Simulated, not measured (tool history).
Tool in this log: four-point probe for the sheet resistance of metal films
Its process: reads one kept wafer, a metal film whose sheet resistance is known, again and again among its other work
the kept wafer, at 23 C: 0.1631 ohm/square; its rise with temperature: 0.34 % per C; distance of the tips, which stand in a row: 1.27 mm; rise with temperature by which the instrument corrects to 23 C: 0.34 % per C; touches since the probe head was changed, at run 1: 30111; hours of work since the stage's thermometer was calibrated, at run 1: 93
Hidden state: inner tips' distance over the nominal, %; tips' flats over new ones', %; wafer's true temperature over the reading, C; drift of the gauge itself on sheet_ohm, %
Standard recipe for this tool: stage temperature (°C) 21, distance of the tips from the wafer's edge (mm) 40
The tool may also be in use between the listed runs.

run	hour	stage temperature (°C)	distance of the tips from the wafer's edge (mm)	touches since the probe head was changed	hours of work since the stage's thermometer was calibrated	sheet resistance as the instrument gives it (ohm/square)
1	0.0	21	40	30111	93	0.163692
2	12.0	21	40	30426	99	0.163673
3	25.0	22	40	30767	105	0.163688
4	37.8	21	6	31102	111	0.167496
5	49.0	21	6	31396	116	0.167486
6	63.2	19	40	31769	123	0.163718
7	81.2	19	40	32243	131	0.163718
8	95.4	19	40	32616	138	0.163748
9	111.8	34	40	33045	146	0.163908
10	119.2	34	40	33240	149	0.163976
11	129.2	34	40	33502	154	0.163910
12	145.9	34	40	33941	162	0.163970
13	154.7	21	72	34172	166	0.163692
14	170.1	21	72	34574	173	0.163701
15	187.8	21	69	35039	181	0.163779
16	206.2	21	3	35522	190	0.177999
17	215.2	21	3	35759	194	0.177980
18	231.9	21	40	36198	202	0.163793
19	248.0	33	4	36620	210	0.172312
20	261.3	21	20	36970	216	0.164075
21	271.7	20	4	37241	221	0.172160
22	281.0	20	4	37486	225	0.172098
23	294.7	20	4	37846	232	0.172115
24	307.5	34	58	38181	238	0.163985
25	317.0	33	5	38430	242	0.169355
26	327.8	24	9	38715	247	0.165485
27	339.0	23	9	39008	253	0.165491
28	354.0	21	3	39401	260	0.177970
29	368.1	33	39	39772	266	0.164052
30	383.7	18	12	40182	274	0.164661
31	396.2	18	12	40509	280	0.164712
32	413.0	22	43	40950	287	0.163865
33	421.9	19	40	41185	292	0.163806
34	435.8	19	40	41548	298	0.163837
35	447.1	18	6	41847	304	0.167535

Same runs, no hidden state in the tool, same run-to-run variation:
run	sheet resistance as the instrument gives it (ohm/square)
1	0.163138
2	0.163115
3	0.163126
4	0.166917
5	0.166903
6	0.163143
7	0.163136
8	0.163161
9	0.163316
10	0.163381
11	0.163312
12	0.163367
13	0.163087
14	0.163090
15	0.163162
16	0.177327
17	0.177304
18	0.163162
19	0.171645
20	0.163434
21	0.171486
22	0.171421
23	0.171434
24	0.163328
25	0.168676
26	0.164817
27	0.164820
28	0.177248
29	0.163376
30	0.163979
31	0.164025
32	0.163176
33	0.163114
34	0.163140
35	0.166820

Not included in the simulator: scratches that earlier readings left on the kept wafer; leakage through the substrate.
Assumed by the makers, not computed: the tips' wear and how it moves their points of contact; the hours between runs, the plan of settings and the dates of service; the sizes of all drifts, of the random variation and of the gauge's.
